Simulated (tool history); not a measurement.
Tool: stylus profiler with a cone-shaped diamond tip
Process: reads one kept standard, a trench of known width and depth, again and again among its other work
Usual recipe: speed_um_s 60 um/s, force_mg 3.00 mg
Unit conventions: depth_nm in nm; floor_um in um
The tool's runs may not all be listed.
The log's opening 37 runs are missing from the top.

run	hour	speed_um_s	force_mg	scans with this tip	hours of work since the height scale was calibrated	depth_nm	floor_um
38	938.1	34	3.82	3525	580	203.82	27.97
39	957.6	133	2.01	3590	590	202.67	27.57
40	989.5	93	6.47	3695	608	205.40	27.84
41	1006.7	93	6.47	3752	617	205.57	27.82
42	1024.9	17	2.60	3813	627	202.80	28.02
43	1043.8	42	2.24	3875	637	202.70	27.86
44	1069.9	42	2.24	3962	651	202.71	27.87
45	1088.0	34	2.03	4022	661	202.43	27.88
46	1121.9	105	1.90	4133	680	202.38	27.63
47	1141.0	25	7.69	4197	690	206.21	27.96

Consider 4 possible next runs. They are alternatives, not a sequence: every one starts from the tool as it was left by run 47. What does each give?
A	1161.3	219	2.49	4264	701	?	?
B	1161.3	24	1.03	4264	701	?	?
C	1161.3	153	1.56	4264	701	?	?
D	1161.3	38	1.20	4264	701	?	?

run	depth_nm	floor_um
A	202.80	27.28
B	201.51	27.94
C	201.97	27.35
D	201.85	27.80
With the hidden condition removed and each run's random variation left untouched, the same runs would have given:
run	depth_nm	floor_um
A	202.79	27.28
B	201.50	27.94
C	201.96	27.35
D	201.83	27.80
